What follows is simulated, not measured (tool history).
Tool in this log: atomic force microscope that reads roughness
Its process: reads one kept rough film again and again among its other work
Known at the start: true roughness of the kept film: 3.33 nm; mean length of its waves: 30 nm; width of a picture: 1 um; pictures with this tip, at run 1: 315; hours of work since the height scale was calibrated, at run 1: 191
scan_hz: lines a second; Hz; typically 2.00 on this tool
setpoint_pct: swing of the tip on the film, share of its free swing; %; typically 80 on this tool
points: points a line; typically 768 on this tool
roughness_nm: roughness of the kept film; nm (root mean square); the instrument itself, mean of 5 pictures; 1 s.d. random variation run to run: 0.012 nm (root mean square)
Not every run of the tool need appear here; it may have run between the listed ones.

run     day  scan_hz  setpoint_pct  points  pictures with this tip  hours of work since the height scale was calibrated  roughness_nm
  1   0.000     2.00            80     768                     315                                                  191         2.827
  2   0.733     1.79            80     768                     346                                                  205         2.848
      1.533  -- new tip fitted
  3   1.558     3.38            80     768                       1                                                  220         2.643
  4   2.283     3.38            80     817                      31                                                  234         2.647
  5   3.588     3.38            80     817                      86                                                  259         2.646
  6   5.017     3.38            80     817                     147                                                  287         2.637
  7   6.571     2.00            80     427                     212                                                  316         2.800
  8   8.092     2.00            80     427                     277                                                  345         2.799
  9   9.492     2.00            80     427                     336                                                  372         2.789
     10.650  -- new tip fitted
 10  10.650     2.00            80     768                       0                                                  394         2.798
 11  11.950     2.00            62     768                      54                                                  419         3.019
 12  13.158     0.73            80     768                     106                                                  442         2.994
 13  14.496     0.73            80     768                     162                                                  468         2.961
 14  15.979     0.73            80     768                     225                                                  496         2.962
 15  17.567     0.73            80     768                     292                                                  527         2.981
 16  18.725     2.00            80     768                     340                                                  549         2.824
 17  19.408     2.00            80     768                     369                                                  562         2.811
     19.729  -- new tip fitted
 18  20.346     2.00            80     768                      26                                                  579         2.820
 19  21.550     2.00            80     768                      77                                                  602         2.817
 20  22.917     2.00            80     768                     135                                                  629         2.805
 21  23.683     1.56            80     351                     167                                                  643         2.836
 22  24.738     0.61            80     747                     211                                                  663         2.986
 23  26.042     1.18            74     273                     266                                                  688         2.906
 24  26.958     1.88            56     470                     305                                                  706         3.016
 25  27.671     0.53            56     470                     335                                                  720         3.064
     28.796  -- new tip fitted
 26  28.796     0.53            66     455                       0                                                  741         3.050
 27  30.100     0.53            66     455                      55                                                  766         3.034
 28  31.742     0.53            66     455                     124                                                  797         3.082
 29  33.042     3.89            66     567                     179                                                  822         2.831
 30  34.533     2.00            72     768                     242                                                  851         2.916
 31  35.383     2.00            72     768                     278                                                  867         2.879
 32  36.254     2.00            66     768                     315                                                  884         2.960
 33  37.475     2.02            68     415                     366                                                  907         2.918
     37.933  -- new tip fitted
 34  38.950     2.02            70     415                      43                                                  935         2.898

Hidden condition of the tool, last listed run before each entry between runs versus first listed run after:
After run 2, before run 3: new tip fitted (day 1.533)
  radius of the tip, nm: 5.1 -> 5
After run 9, before run 10: new tip fitted (day 10.650)
  radius of the tip, nm: 5.1 -> 5
After run 17, before run 18: new tip fitted (day 19.729)
  radius of the tip, nm: 5.1 -> 5
After run 25, before run 26: new tip fitted (day 28.796)
  radius of the tip, nm: 5.1 -> 5
After run 33, before run 34: new tip fitted (day 37.933)
  radius of the tip, nm: 5.1 -> 5

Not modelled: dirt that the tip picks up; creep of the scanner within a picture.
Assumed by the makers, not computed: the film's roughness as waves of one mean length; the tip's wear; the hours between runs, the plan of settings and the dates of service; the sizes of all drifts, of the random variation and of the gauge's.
